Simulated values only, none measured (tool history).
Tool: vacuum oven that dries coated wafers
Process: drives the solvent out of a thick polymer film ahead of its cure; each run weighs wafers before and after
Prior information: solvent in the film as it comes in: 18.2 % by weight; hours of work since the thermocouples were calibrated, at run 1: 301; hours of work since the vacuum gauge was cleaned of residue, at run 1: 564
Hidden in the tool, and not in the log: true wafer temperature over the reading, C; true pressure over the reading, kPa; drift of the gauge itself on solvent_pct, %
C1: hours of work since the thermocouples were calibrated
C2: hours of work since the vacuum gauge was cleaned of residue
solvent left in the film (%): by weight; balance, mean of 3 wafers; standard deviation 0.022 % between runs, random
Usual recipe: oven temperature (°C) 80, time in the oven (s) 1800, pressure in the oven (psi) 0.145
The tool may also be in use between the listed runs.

Run 1, hour 0.0: usual settings; C1 301; C2 564. Result: solvent left in the film (%) 0.94.
Run 2, hour 39.0: usual settings but time in the oven (s) 1140; C1 332; C2 595. Result: solvent left in the film (%) 2.23.
Run 3, hour 90.8: usual settings but time in the oven (s) 1140; C1 374; C2 637. Result: solvent left in the film (%) 2.24.
Run 4, hour 123.0: usual settings; C1 399; C2 662. Result: solvent left in the film (%) 0.96.
Run 5, hour 151.2: usual settings; C1 422; C2 685. Result: solvent left in the film (%) 1.00.
Run 6, hour 179.3: usual settings; C1 444; C2 707. Result: solvent left in the film (%) 0.97.
Run 7, hour 232.0: usual settings but pressure in the oven (psi) 0.284; C1 486; C2 749. Result: solvent left in the film (%) 1.31.
Run 8, hour 257.8: usual settings but oven temperature (°C) 82; C1 506; C2 769. Result: solvent left in the film (%) 0.78.
Run 9, hour 288.4: usual settings but oven temperature (°C) 82; C1 531; C2 794. Result: solvent left in the film (%) 0.78.
Run 10, hour 337.2: usual settings but oven temperature (°C) 82; C1 570; C2 832. Result: solvent left in the film (%) 0.79.
Run 11, hour 363.4: usual settings but oven temperature (°C) 82; C1 590; C2 853. Result: solvent left in the film (%) 0.78.
Run 12, hour 395.5: usual settings but oven temperature (°C) 82, time in the oven (s) 1860; C1 616; C2 879. Result: solvent left in the film (%) 0.72.
Run 13, hour 443.9: usual settings but oven temperature (°C) 82, time in the oven (s) 1860; C1 654; C2 917. Result: solvent left in the film (%) 0.74.
Run 14, hour 493.5: usual settings but oven temperature (°C) 69, pressure in the oven (psi) 0.355; C1 694; C2 957. Result: solvent left in the film (%) 3.39.
Run 15, hour 543.4: usual settings but time in the oven (s) 1140, pressure in the oven (psi) 0.238; C1 733; C2 996. Result: solvent left in the film (%) 2.52.
Run 16, hour 577.8: usual settings but time in the oven (s) 1140, pressure in the oven (psi) 0.238; C1 761; C2 1024. Result: solvent left in the film (%) 2.55.
Run 17, hour 607.2: usual settings but oven temperature (°C) 90, time in the oven (s) 1140, pressure in the oven (psi) 0.190; C1 784; C2 1047. Result: solvent left in the film (%) 1.03.
Run 18, hour 640.2: usual settings but oven temperature (°C) 86, time in the oven (s) 2880, pressure in the oven (psi) 0.278; C1 810; C2 1073. Result: solvent left in the film (%) 0.58.
Run 19, hour 671.4: usual settings but oven temperature (°C) 86, time in the oven (s) 2880, pressure in the oven (psi) 0.278; C1 835; C2 1098. Result: solvent left in the film (%) 0.65.
Run 20, hour 713.4: usual settings but oven temperature (°C) 86, time in the oven (s) 2880, pressure in the oven (psi) 0.278; C1 869; C2 1132. Result: solvent left in the film (%) 0.62.
Run 21, hour 742.4: usual settings but oven temperature (°C) 84, time in the oven (s) 3000; C1 892; C2 1155. Result: solvent left in the film (%) 0.40.
Run 22, hour 779.2: usual settings but oven temperature (°C) 89, time in the oven (s) 2340, pressure in the oven (psi) 0.142; C1 921; C2 1184. Result: solvent left in the film (%) 0.32.
Run 23, hour 820.5: usual settings but oven temperature (°C) 70, time in the oven (s) 1860; C1 954; C2 1217. Result: solvent left in the film (%) 2.38.
Run 24, hour 867.3: usual settings but oven temperature (°C) 70, time in the oven (s) 1860; C1 991; C2 1254. Result: solvent left in the film (%) 2.41.
Run 25, hour 899.0: usual settings but oven temperature (°C) 72, time in the oven (s) 1140; C1 1016; C2 1279. Result: solvent left in the film (%) 4.10.
Run 26, hour 935.8: usual settings but oven temperature (°C) 72, time in the oven (s) 1140; C1 1046; C2 1308. Result: solvent left in the film (%) 4.11.

Run by run, hidden condition taken away, random variation retained:
run  solvent left in the film (%)
  1                          0.87
  2                          2.12
  3                          2.12
  4                          0.88
  5                          0.91
  6                          0.88
  7                          1.21
  8                          0.70
  9                          0.70
 10                          0.71
 11                          0.69
 12                          0.63
 13                          0.65
 14                          3.14
 15                          2.32
 16                          2.33
 17                          0.91
 18                          0.52
 19                          0.59
 20                          0.55
 21                          0.33
 22                          0.27
 23                          2.10
 24                          2.12
 25                          3.75
 26                          3.75

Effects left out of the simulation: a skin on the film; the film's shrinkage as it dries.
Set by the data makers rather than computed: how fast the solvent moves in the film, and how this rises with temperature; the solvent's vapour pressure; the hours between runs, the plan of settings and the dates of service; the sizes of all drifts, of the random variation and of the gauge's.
